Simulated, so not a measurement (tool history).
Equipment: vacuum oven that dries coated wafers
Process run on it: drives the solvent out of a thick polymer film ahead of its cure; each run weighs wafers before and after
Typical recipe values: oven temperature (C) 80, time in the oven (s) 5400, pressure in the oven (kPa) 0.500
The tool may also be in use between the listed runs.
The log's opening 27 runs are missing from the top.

{"run": 28, "day": 52.558, "oven temperature (C)": 92, "time in the oven (s)": 3420, "pressure in the oven (kPa)": 1.556, "solvent left in the film (%)": 5.31}
{"run": 29, "day": 53.979, "oven temperature (C)": 68, "time in the oven (s)": 3900, "pressure in the oven (kPa)": 1.705, "solvent left in the film (%)": 12.22}
{"run": 30, "day": 55.488, "oven temperature (C)": 80, "time in the oven (s)": 3660, "pressure in the oven (kPa)": 0.5, "solvent left in the film (%)": 8.14}
{"run": 31, "day": 56.775, "oven temperature (C)": 92, "time in the oven (s)": 7200, "pressure in the oven (kPa)": 0.5, "solvent left in the film (%)": 1.21}
{"run": 32, "day": 58.721, "oven temperature (C)": 82, "time in the oven (s)": 6720, "pressure in the oven (kPa)": 0.808, "solvent left in the film (%)": 3.67}
{"run": 33, "day": 61.346, "oven temperature (C)": 82, "time in the oven (s)": 6720, "pressure in the oven (kPa)": 0.808, "solvent left in the film (%)": 3.65}
{"run": 34, "day": 63.121, "oven temperature (C)": 79, "time in the oven (s)": 8280, "pressure in the oven (kPa)": 1.643, "solvent left in the film (%)": 3.8}
{"run": 35, "day": 65.558, "oven temperature (C)": 79, "time in the oven (s)": 8280, "pressure in the oven (kPa)": 1.643, "solvent left in the film (%)": 3.76}
{"run": 36, "day": 67.2, "oven temperature (C)": 79, "time in the oven (s)": 5640, "pressure in the oven (kPa)": 0.719, "solvent left in the film (%)": 5.52}
{"run": 37, "day": 69.333, "oven temperature (C)": 78, "time in the oven (s)": 3000, "pressure in the oven (kPa)": 0.62, "solvent left in the film (%)": 10.21}
{"day": 69.917, "done": "oven's thermocouples calibrated"}
{"run": 38, "day": 71.375, "oven temperature (C)": 78, "time in the oven (s)": 3000, "pressure in the oven (kPa)": 0.62, "solvent left in the film (%)": 10.54}
{"run": 39, "day": 72.925, "oven temperature (C)": 79, "time in the oven (s)": 7860, "pressure in the oven (kPa)": 0.5, "solvent left in the film (%)": 3.71}
{"run": 40, "day": 75.425, "oven temperature (C)": 87, "time in the oven (s)": 5400, "pressure in the oven (kPa)": 0.5, "solvent left in the film (%)": 3.71}
{"run": 41, "day": 77.208, "oven temperature (C)": 87, "time in the oven (s)": 5400, "pressure in the oven (kPa)": 0.5, "solvent left in the film (%)": 3.69}
{"run": 42, "day": 79.762, "oven temperature (C)": 80, "time in the oven (s)": 5400, "pressure in the oven (kPa)": 0.367, "solvent left in the film (%)": 5.65}
{"run": 43, "day": 81.454, "oven temperature (C)": 85, "time in the oven (s)": 5400, "pressure in the oven (kPa)": 0.995, "solvent left in the film (%)": 4.5}
{"run": 44, "day": 83.317, "oven temperature (C)": 90, "time in the oven (s)": 4860, "pressure in the oven (kPa)": 0.5, "solvent left in the film (%)": 3.56}
{"run": 45, "day": 84.738, "oven temperature (C)": 75, "time in the oven (s)": 7740, "pressure in the oven (kPa)": 1.121, "solvent left in the film (%)": 5.38}

What does the tool deliver on the next run?
{"run": 46, "day": 86.975, "oven temperature (C)": 75, "time in the oven (s)": 7740, "pressure in the oven (kPa)": 1.121, "solvent left in the film (%)": "?"}

{"run 46": {"solvent left in the film (%)": 5.42}}
The same run, on a tool lacking any hidden state, would have yielded solvent left in the film (%) 5.38.

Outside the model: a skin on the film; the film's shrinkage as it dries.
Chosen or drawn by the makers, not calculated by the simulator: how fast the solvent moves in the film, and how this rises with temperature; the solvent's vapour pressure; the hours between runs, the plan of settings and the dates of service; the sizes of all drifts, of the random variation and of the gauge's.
